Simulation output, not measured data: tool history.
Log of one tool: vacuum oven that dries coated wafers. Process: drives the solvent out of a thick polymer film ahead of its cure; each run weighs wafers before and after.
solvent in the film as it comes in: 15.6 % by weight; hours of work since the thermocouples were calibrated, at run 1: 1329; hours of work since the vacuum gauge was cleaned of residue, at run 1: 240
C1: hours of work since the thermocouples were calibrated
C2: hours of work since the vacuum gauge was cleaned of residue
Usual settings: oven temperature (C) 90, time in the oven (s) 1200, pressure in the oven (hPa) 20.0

Run 1, day 0.000: usual settings; C1 1329; C2 240. Result: solvent left in the film (%) 3.03.
Run 2, day 0.667: usual settings; C1 1336; C2 248. Result: solvent left in the film (%) 2.92.
Run 3, day 1.204: usual settings; C1 1342; C2 253. Result: solvent left in the film (%) 2.92.
Run 4, day 1.792: usual settings; C1 1348; C2 260. Result: solvent left in the film (%) 2.97.
Run 5, day 2.354: usual settings; C1 1354; C2 266. Result: solvent left in the film (%) 3.04.
Run 6, day 2.804: usual settings; C1 1359; C2 271. Result: solvent left in the film (%) 3.02.
Run 7, day 3.554: usual settings; C1 1367; C2 279. Result: solvent left in the film (%) 2.95.
Run 8, day 3.917: usual settings; C1 1371; C2 283. Result: solvent left in the film (%) 3.02.
Run 9, day 4.525: usual settings; C1 1378; C2 289. Result: solvent left in the film (%) 3.03.
Run 10, day 5.021: usual settings; C1 1383; C2 295. Result: solvent left in the film (%) 3.11.
Run 11, day 5.638: usual settings; C1 1390; C2 302. Result: solvent left in the film (%) 3.06.
Run 12, day 6.017: usual settings; C1 1394; C2 306. Result: solvent left in the film (%) 3.06.
Run 13, day 6.779: usual settings; C1 1402; C2 314. Result: solvent left in the film (%) 3.08.
Run 14, day 7.300: usual settings; C1 1408; C2 320. Result: solvent left in the film (%) 3.00.
Run 15, day 7.875: usual settings but time in the oven (s) 1560; C1 1414; C2 326. Result: solvent left in the film (%) 2.22.
Run 16, day 8.392: usual settings but time in the oven (s) 1560; C1 1420; C2 332. Result: solvent left in the film (%) 2.19.
Run 17, day 8.921: usual settings; C1 1426; C2 337. Result: solvent left in the film (%) 3.09.
Run 18, day 9.688: usual settings; C1 1434; C2 346. Result: solvent left in the film (%) 3.13.
Run 19, day 10.229: usual settings; C1 1440; C2 351. Result: solvent left in the film (%) 3.10.
Run 20, day 10.638: usual settings but pressure in the oven (hPa) 17.5; C1 1444; C2 356. Result: solvent left in the film (%) 2.97.
Run 21, day 11.383: usual settings but pressure in the oven (hPa) 17.5; C1 1452; C2 364. Result: solvent left in the film (%) 3.07.
Run 22, day 12.112: usual settings but oven temperature (C) 89; C1 1460; C2 372. Result: solvent left in the film (%) 3.41.
Run 23, day 12.750: usual settings but oven temperature (C) 89; C1 1467; C2 379. Result: solvent left in the film (%) 3.39.
Run 24, day 13.475: usual settings but oven temperature (C) 89; C1 1475; C2 387. Result: solvent left in the film (%) 3.23.
Run 25, day 13.967: usual settings but oven temperature (C) 94, pressure in the oven (hPa) 38.1; C1 1480; C2 392. Result: solvent left in the film (%) 2.74.
Run 26, day 14.408: usual settings but oven temperature (C) 77, time in the oven (s) 960, pressure in the oven (hPa) 23.5; C1 1485; C2 397. Result: solvent left in the film (%) 7.78.
Run 27, day 14.996: usual settings but oven temperature (C) 77, time in the oven (s) 1140, pressure in the oven (hPa) 23.5; C1 1492; C2 403. Result: solvent left in the film (%) 6.97.
Run 28, day 15.608: usual settings but oven temperature (C) 77, pressure in the oven (hPa) 12.9; C1 1498; C2 410. Result: solvent left in the film (%) 6.52.
Run 29, day 16.379: usual settings but oven temperature (C) 96, time in the oven (s) 2040, pressure in the oven (hPa) 53.4; C1 1507; C2 418. Result: solvent left in the film (%) 1.61.
Run 30, day 16.792: usual settings but oven temperature (C) 100, time in the oven (s) 2040, pressure in the oven (hPa) 53.4; C1 1511; C2 423. Result: solvent left in the film (%) 1.31.
Run 31, day 17.467: usual settings but oven temperature (C) 100, time in the oven (s) 2040, pressure in the oven (hPa) 53.4; C1 1519; C2 430. Result: solvent left in the film (%) 1.34.
Run 32, day 17.858: usual settings but oven temperature (C) 100, time in the oven (s) 1440, pressure in the oven (hPa) 53.4; C1 1523; C2 434. Result: solvent left in the film (%) 1.77.
Run 33, day 18.625: usual settings but oven temperature (C) 93, time in the oven (s) 2100, pressure in the oven (hPa) 21.7; C1 1531; C2 443. Result: solvent left in the film (%) 1.11.
Run 34, day 19.083: usual settings but oven temperature (C) 77, time in the oven (s) 780, pressure in the oven (hPa) 59.4; C1 1536; C2 448. Result: solvent left in the film (%) 9.41.
Run 35, day 19.804: usual settings but oven temperature (C) 102, time in the oven (s) 1500, pressure in the oven (hPa) 24.2; C1 1544; C2 456. Result: solvent left in the film (%) 0.75.
Run 36, day 20.238: usual settings but time in the oven (s) 1800, pressure in the oven (hPa) 17.0; C1 1549; C2 460. Result: solvent left in the film (%) 1.76.
Run 37, day 20.833: usual settings but time in the oven (s) 1800, pressure in the oven (hPa) 17.0; C1 1555; C2 467. Result: solvent left in the film (%) 1.70.
Run 38, day 21.433: usual settings but oven temperature (C) 87; C1 1562; C2 473. Result: solvent left in the film (%) 3.93.
Run 39, day 21.908: usual settings but oven temperature (C) 87; C1 1567; C2 478. Result: solvent left in the film (%) 3.94.
Run 40, day 22.658: usual settings but oven temperature (C) 84, time in the oven (s) 2040, pressure in the oven (hPa) 69.0; C1 1575; C2 487. Result: solvent left in the film (%) 4.31.
Run 41, day 23.308: usual settings but oven temperature (C) 83, time in the oven (s) 2040, pressure in the oven (hPa) 43.2; C1 1582; C2 494. Result: solvent left in the film (%) 3.78.
Run 42, day 23.725: usual settings but time in the oven (s) 1920, pressure in the oven (hPa) 27.7; C1 1587; C2 498. Result: solvent left in the film (%) 1.88.
Run 43, day 24.183: usual settings but oven temperature (C) 91, time in the oven (s) 1380, pressure in the oven (hPa) 11.7; C1 1591; C2 503. Result: solvent left in the film (%) 2.18.
Run 44, day 24.721: usual settings but time in the oven (s) 1800; C1 1597; C2 509. Result: solvent left in the film (%) 1.78.
Run 45, day 25.238: usual settings but time in the oven (s) 1800; C1 1603; C2 515. Result: solvent left in the film (%) 1.91.
Run 46, day 25.758: usual settings but time in the oven (s) 780, pressure in the oven (hPa) 56.7; C1 1609; C2 520. Result: solvent left in the film (%) 5.80.
Run 47, day 26.233: usual settings but oven temperature (C) 100; C1 1614; C2 525. Result: solvent left in the film (%) 1.27.

Hidden state or all else? Some run-to-run changes of solvent left in the film (%), split into what the settings, what came in and random variation would give without the hidden state, and what is left for the hidden state (with any gauge scatter that isn't in both results):
The hidden state here: true wafer temperature over the reading, C; true pressure over the reading, kPa; drift of the gauge itself on solvent_pct, %.
Run 25 -> 26: oven temperature (C) 94 -> 77, time in the oven (s) 1200 -> 960, pressure in the oven (hPa) 38.1 -> 23.5. solvent left in the film (%) +5.04: hidden state +0.13, all else +4.91.
Run 28 -> 29: oven temperature (C) 77 -> 96, time in the oven (s) 1200 -> 2040, pressure in the oven (hPa) 12.9 -> 53.4. solvent left in the film (%) -4.91: hidden state -0.34, all else -4.57.
Run 33 -> 34: oven temperature (C) 93 -> 77, time in the oven (s) 2100 -> 780, pressure in the oven (hPa) 21.7 -> 59.4. solvent left in the film (%) +8.30: hidden state +0.28, all else +8.02.
Run 34 -> 35: oven temperature (C) 77 -> 102, time in the oven (s) 780 -> 1500, pressure in the oven (hPa) 59.4 -> 24.2. solvent left in the film (%) -8.66: hidden state -0.36, all else -8.30.
Run 46 -> 47: oven temperature (C) 90 -> 100, time in the oven (s) 780 -> 1200, pressure in the oven (hPa) 56.7 -> 20.0. solvent left in the film (%) -4.53: hidden state -0.32, all else -4.21.
